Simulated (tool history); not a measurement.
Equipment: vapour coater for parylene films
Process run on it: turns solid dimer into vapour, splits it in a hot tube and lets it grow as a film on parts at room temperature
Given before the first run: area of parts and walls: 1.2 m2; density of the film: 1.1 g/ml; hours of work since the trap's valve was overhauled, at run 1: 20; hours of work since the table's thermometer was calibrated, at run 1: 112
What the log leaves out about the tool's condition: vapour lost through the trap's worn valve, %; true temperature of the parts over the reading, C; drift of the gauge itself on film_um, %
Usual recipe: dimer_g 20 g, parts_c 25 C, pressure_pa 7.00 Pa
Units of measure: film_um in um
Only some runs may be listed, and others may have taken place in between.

run	hour	dimer_g	parts_c	pressure_pa	hours of work since the trap's valve was overhauled	hours of work since the table's thermometer was calibrated	film_um
1	0.0	20	25	7.00	20	112	9.56
2	8.7	20	25	7.00	26	117	9.59
3	19.0	20	25	7.00	32	123	9.60
4	26.7	20	25	7.00	37	128	9.38
5	36.7	20	25	7.00	43	134	9.44
6	49.0	13	25	7.00	50	142	6.16
7	61.3	13	25	7.00	58	149	6.09
8	68.8	13	28	7.00	63	154	5.33
9	77.9	13	28	7.00	68	159	5.36
10	84.7	9	28	3.06	72	163	4.28
11	100.6	9	36	3.06	82	173	3.13
12	112.8	16	25	7.00	89	181	7.32
13	126.0	10	34	2.23	98	189	3.93
14	140.7	20	21	2.28	107	198	12.67

Results per run with the tool's hidden condition removed, run-to-run variation unchanged:
run	film_um
1	9.70
2	9.76
3	9.81
4	9.61
5	9.71
6	6.37
7	6.32
8	5.55
9	5.61
10	4.48
11	3.30
12	7.75
13	4.18
14	13.57
